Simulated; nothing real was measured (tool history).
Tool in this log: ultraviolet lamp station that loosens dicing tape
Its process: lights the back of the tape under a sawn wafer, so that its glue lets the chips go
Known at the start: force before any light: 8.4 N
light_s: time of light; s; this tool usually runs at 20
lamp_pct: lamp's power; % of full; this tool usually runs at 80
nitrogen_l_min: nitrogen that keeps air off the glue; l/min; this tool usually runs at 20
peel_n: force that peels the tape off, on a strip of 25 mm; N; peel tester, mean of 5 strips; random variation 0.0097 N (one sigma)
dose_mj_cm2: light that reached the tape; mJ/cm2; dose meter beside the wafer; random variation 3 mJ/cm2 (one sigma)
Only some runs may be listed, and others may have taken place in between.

Run 1, day 0.000: usual settings. Result: peel_n 0.750 N, dose_mj_cm2 344 mJ/cm2.
Run 2, day 2.138: usual settings. Result: peel_n 0.764 N, dose_mj_cm2 338 mJ/cm2.
Run 3, day 3.554: usual settings. Result: peel_n 0.797 N, dose_mj_cm2 343 mJ/cm2.
Run 4, day 5.162: usual settings. Result: peel_n 0.790 N, dose_mj_cm2 335 mJ/cm2.
Run 5, day 6.333: usual settings but lamp_pct 63 % of full. Result: peel_n 1.305 N, dose_mj_cm2 266 mJ/cm2.
Run 6, day 7.404: usual settings but lamp_pct 63 % of full. Result: peel_n 1.283 N, dose_mj_cm2 261 mJ/cm2.
Run 7, day 8.771: usual settings but lamp_pct 63 % of full, nitrogen_l_min 9 l/min. Result: peel_n 2.001 N, dose_mj_cm2 259 mJ/cm2.
Run 8, day 10.067: usual settings but lamp_pct 63 % of full, nitrogen_l_min 9 l/min. Result: peel_n 1.935 N, dose_mj_cm2 255 mJ/cm2.
Run 9, day 11.717: usual settings but lamp_pct 63 % of full, nitrogen_l_min 9 l/min. Result: peel_n 2.046 N, dose_mj_cm2 257 mJ/cm2.
At day 13.912: window cleaned of glue's vapour.
Run 10, day 14.225: usual settings but lamp_pct 63 % of full, nitrogen_l_min 9 l/min. Result: peel_n 1.894 N, dose_mj_cm2 269 mJ/cm2.
Run 11, day 15.512: usual settings. Result: peel_n 0.763 N, dose_mj_cm2 338 mJ/cm2.
Run 12, day 17.188: usual settings. Result: peel_n 0.786 N, dose_mj_cm2 335 mJ/cm2.
Run 13, day 19.721: usual settings. Result: peel_n 0.787 N, dose_mj_cm2 333 mJ/cm2.
Run 14, day 21.992: usual settings but nitrogen_l_min 18 l/min. Result: peel_n 0.889 N, dose_mj_cm2 329 mJ/cm2.
Run 15, day 24.350: usual settings but light_s 29 s. Result: peel_n 0.330 N, dose_mj_cm2 468 mJ/cm2.
Run 16, day 26.158: usual settings but light_s 29 s. Result: peel_n 0.363 N, dose_mj_cm2 461 mJ/cm2.
Run 17, day 27.579: usual settings but lamp_pct 91 % of full. Result: peel_n 0.684 N, dose_mj_cm2 358 mJ/cm2.
Run 18, day 28.996: usual settings but lamp_pct 91 % of full. Result: peel_n 0.687 N, dose_mj_cm2 350 mJ/cm2.
Run 19, day 31.308: usual settings but light_s 12 s. Result: peel_n 2.183 N, dose_mj_cm2 190 mJ/cm2.
Run 20, day 33.825: usual settings but lamp_pct 98 % of full. Result: peel_n 0.612 N, dose_mj_cm2 375 mJ/cm2.
Run 21, day 36.346: usual settings but lamp_pct 98 % of full. Result: peel_n 0.656 N, dose_mj_cm2 370 mJ/cm2.
Run 22, day 38.958: usual settings but light_s 39 s, lamp_pct 61 % of full, nitrogen_l_min 14 l/min. Result: peel_n 0.571 N, dose_mj_cm2 439 mJ/cm2.
Run 23, day 40.192: usual settings but light_s 14 s, lamp_pct 97 % of full, nitrogen_l_min 38 l/min. Result: peel_n 1.059 N, dose_mj_cm2 246 mJ/cm2.
Run 24, day 42.017: usual settings but light_s 29 s, lamp_pct 87 % of full, nitrogen_l_min 30 l/min. Result: peel_n 0.278 N, dose_mj_cm2 451 mJ/cm2.
Run 25, day 43.112: usual settings but light_s 11 s, lamp_pct 79 % of full, nitrogen_l_min 17 l/min. Result: peel_n 2.843 N, dose_mj_cm2 158 mJ/cm2.
Run 26, day 44.450: usual settings but lamp_pct 64 % of full. Result: peel_n 1.700 N, dose_mj_cm2 229 mJ/cm2.
Run 27, day 45.571: usual settings but light_s 16 s, nitrogen_l_min 29 l/min. Result: peel_n 1.422 N, dose_mj_cm2 223 mJ/cm2.
Run 28, day 46.721: usual settings but nitrogen_l_min 9 l/min. Result: peel_n 1.784 N, dose_mj_cm2 282 mJ/cm2.
At day 48.825: lamp changed.
Run 29, day 48.825: usual settings but lamp_pct 62 % of full, nitrogen_l_min 7 l/min. Result: peel_n 1.623 N, dose_mj_cm2 325 mJ/cm2.
Run 30, day 50.188: usual settings but light_s 19 s, lamp_pct 91 % of full, nitrogen_l_min 11 l/min. Result: peel_n 0.626 N, dose_mj_cm2 444 mJ/cm2.
Run 31, day 51.625: usual settings but light_s 19 s, lamp_pct 91 % of full, nitrogen_l_min 11 l/min. Result: peel_n 0.643 N, dose_mj_cm2 446 mJ/cm2.
Run 32, day 53.183: usual settings but light_s 13 s, lamp_pct 91 % of full, nitrogen_l_min 14 l/min. Result: peel_n 1.226 N, dose_mj_cm2 304 mJ/cm2.
Run 33, day 54.400: usual settings but light_s 15 s, lamp_pct 91 % of full, nitrogen_l_min 14 l/min. Result: peel_n 0.934 N, dose_mj_cm2 347 mJ/cm2.
Run 34, day 56.817: usual settings but light_s 15 s, nitrogen_l_min 31 l/min. Result: peel_n 0.781 N, dose_mj_cm2 295 mJ/cm2.
Run 35, day 59.412: usual settings but light_s 13 s, nitrogen_l_min 35 l/min. Result: peel_n 1.073 N, dose_mj_cm2 259 mJ/cm2.
Run 36, day 60.883: usual settings but nitrogen_l_min 35 l/min. Result: peel_n 0.383 N, dose_mj_cm2 391 mJ/cm2.
Run 37, day 62.292: usual settings but light_s 28 s, lamp_pct 73 % of full, nitrogen_l_min 8 l/min. Result: peel_n 0.653 N, dose_mj_cm2 499 mJ/cm2.
Run 38, day 64.708: usual settings but light_s 28 s, lamp_pct 73 % of full, nitrogen_l_min 8 l/min. Result: peel_n 0.673 N, dose_mj_cm2 491 mJ/cm2.
Run 39, day 66.154: usual settings but lamp_pct 88 % of full, nitrogen_l_min 28 l/min. Result: peel_n 0.373 N, dose_mj_cm2 413 mJ/cm2.
Run 40, day 68.608: usual settings but lamp_pct 88 % of full, nitrogen_l_min 28 l/min. Result: peel_n 0.363 N, dose_mj_cm2 414 mJ/cm2.
Run 41, day 69.933: usual settings but light_s 17 s, lamp_pct 92 % of full, nitrogen_l_min 19 l/min. Result: peel_n 0.678 N, dose_mj_cm2 360 mJ/cm2.
Run 42, day 71.575: usual settings but light_s 17 s, lamp_pct 92 % of full, nitrogen_l_min 19 l/min. Result: peel_n 0.676 N, dose_mj_cm2 357 mJ/cm2.

Measured minus without-hidden-state, run by run (identical run-to-run variation in each term; gauge scatter may differ):
Unlogged tool condition in this case: lamp's light, % of a new lamp's; light that the window lets through, % of a clean one's; drift of the gauge itself on peel_n, %; drift of the gauge itself on dose_mj_cm2, %.
run  peel_n  dose_mj_cm2
  1  +0.335          -95
  2  +0.352          -98
  3  +0.374         -103
  4  +0.378         -105
  5  +0.561          -85
  6  +0.560          -87
  7  +0.755          -89
  8  +0.739          -90
  9  +0.804          -93
 10  +0.627          -75
 11  +0.351          -97
 12  +0.370         -100
 13  +0.384         -106
 14  +0.439         -110
 15  +0.181         -166
 16  +0.200         -173
 17  +0.384         -139
 18  +0.389         -141
 19  +0.913          -77
 20  +0.372         -165
 21  +0.404         -171
 22  +0.360         -215
 23  +0.646         -124
 24  +0.169         -237
 25  +1.212          -83
 26  +0.964         -124
 27  +0.853         -125
 28  +1.013         -160
 29  +0.138          -19
 30  +0.087          -29
 31  +0.099          -32
 32  +0.168          -24
 33  +0.152          -30
 34  +0.153          -30
 35  +0.219          -29
 36  +0.100          -49
 37  +0.169          -65
 38  +0.188          -71
 39  +0.116          -64
 40  +0.122          -70
 41  +0.223          -65
 42  +0.232          -68
